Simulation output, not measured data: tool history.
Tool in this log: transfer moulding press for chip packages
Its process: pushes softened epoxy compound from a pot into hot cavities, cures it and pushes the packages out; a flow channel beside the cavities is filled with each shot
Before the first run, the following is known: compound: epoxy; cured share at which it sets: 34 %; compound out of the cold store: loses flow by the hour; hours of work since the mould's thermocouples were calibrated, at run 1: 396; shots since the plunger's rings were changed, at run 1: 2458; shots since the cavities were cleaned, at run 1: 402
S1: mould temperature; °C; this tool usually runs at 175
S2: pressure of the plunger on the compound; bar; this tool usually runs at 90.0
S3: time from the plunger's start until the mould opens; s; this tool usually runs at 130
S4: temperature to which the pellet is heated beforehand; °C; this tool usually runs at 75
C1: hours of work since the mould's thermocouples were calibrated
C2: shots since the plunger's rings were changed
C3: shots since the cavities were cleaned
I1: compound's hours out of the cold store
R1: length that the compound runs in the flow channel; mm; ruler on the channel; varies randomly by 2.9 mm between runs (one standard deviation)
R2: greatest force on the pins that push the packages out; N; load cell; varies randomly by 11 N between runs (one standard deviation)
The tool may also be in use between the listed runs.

run,hour,S1,S2,S3,S4,C1,C2,C3,I1,R1,R2
1,0.0,175,90.0,130,75,396,2458,402,36.0,641,749
# hour 31.8: cavities cleaned with cleaning compound and waxed
2,50.5,175,90.0,130,75,434,3025,216,36.6,632,1007
3,93.6,175,90.0,130,75,468,3524,715,30.1,657,1066
# hour 98.7: cavities cleaned with cleaning compound and waxed
# hour 169.5: cavities cleaned with cleaning compound and waxed
4,169.7,179,90.0,130,75,526,4371,2,47.5,591,471
# hour 206.2: plunger's sealing rings changed
# hour 238.1: cavities cleaned with cleaning compound and waxed
5,246.9,179,90.0,130,75,583,454,102,24.3,684,509
# hour 271.3: mould's thermocouples calibrated
6,303.0,179,90.0,130,75,25,1080,728,14.9,718,750
# hour 310.8: cavities cleaned with cleaning compound and waxed
7,346.4,179,90.0,130,75,58,1565,412,22.8,685,678
# hour 369.4: cavities cleaned with cleaning compound and waxed, once more
8,381.1,179,90.0,130,75,84,1950,136,12.8,718,541
9,428.2,179,90.0,130,75,121,2495,681,31.4,651,732
# hour 437.4: cavities cleaned with cleaning compound and waxed
10,482.5,175,90.0,130,75,163,3106,522,38.1,635,790
# hour 504.7: cavities cleaned with cleaning compound and waxed
11,523.5,175,90.0,130,75,194,3564,217,36.6,633,658
# hour 573.7: cavities cleaned with cleaning compound and waxed
12,596.4,175,90.0,130,75,250,4391,263,31.1,648,675
# hour 628.2: plunger's sealing rings changed
# hour 646.7: cavities cleaned with cleaning compound and waxed
13,661.9,175,99.1,130,75,298,372,176,19.6,748,662
# hour 713.5: cavities cleaned with cleaning compound and waxed
14,722.3,169,99.1,126,75,345,1054,102,9.9,804,1030
# hour 784.1: cavities cleaned with cleaning compound and waxed
15,789.8,169,99.1,126,75,397,1818,66,41.3,680,887
# hour 852.0: cavities cleaned with cleaning compound and waxed
16,853.9,177,99.1,126,78,446,2543,22,41.7,655,522
17,888.5,175,86.7,113,72,473,2944,423,40.8,621,936
# hour 919.3: cavities cleaned with cleaning compound and waxed
18,928.2,175,93.8,130,76,503,3386,102,27.3,680,622
19,964.1,175,93.8,130,76,532,3802,518,21.2,701,845
# hour 987.3: cavities cleaned with cleaning compound and waxed
20,1014.3,177,90.0,158,75,570,4366,313,31.9,643,599
# hour 1049.4: plunger's sealing rings changed
21,1049.4,175,90.0,129,75,596,0,690,14.8,731,922
# hour 1057.3: mould's thermocouples calibrated
# hour 1058.8: cavities cleaned with cleaning compound and waxed
22,1121.5,180,90.0,141,73,49,795,726,47.4,605,697
# hour 1128.7: cavities cleaned with cleaning compound and waxed
# hour 1194.8: cavities cleaned with cleaning compound and waxed
23,1197.8,175,75.0,131,75,107,1643,34,46.5,561,534
# hour 1261.3: cavities cleaned with cleaning compound and waxed
24,1278.9,175,90.0,160,75,170,2566,205,16.1,718,555
# hour 1330.3: cavities cleaned with cleaning compound and waxed
25,1338.3,175,90.0,130,80,215,3236,92,41.7,621,579

What would each run have given without the hidden state, its run-to-run variation left as it was?
What the log doesn't record here: true mould temperature over the reading, C; pressure that reaches the compound, % of what is set; grip of the stained cavities, % over clean ones'; drift of the gauge itself on flow_mm, %; drift of the gauge itself on push_out_n, %.
run,R1,R2
1,655,520
2,649,507
3,677,517
4,612,457
5,685,441
6,723,457
7,693,463
8,728,445
9,663,444
10,649,520
11,650,514
12,668,510
13,750,534
14,809,886
15,688,777
16,667,491
17,634,619
18,696,524
19,720,528
20,663,434
21,730,540
22,609,422
23,568,499
24,733,438
25,636,500
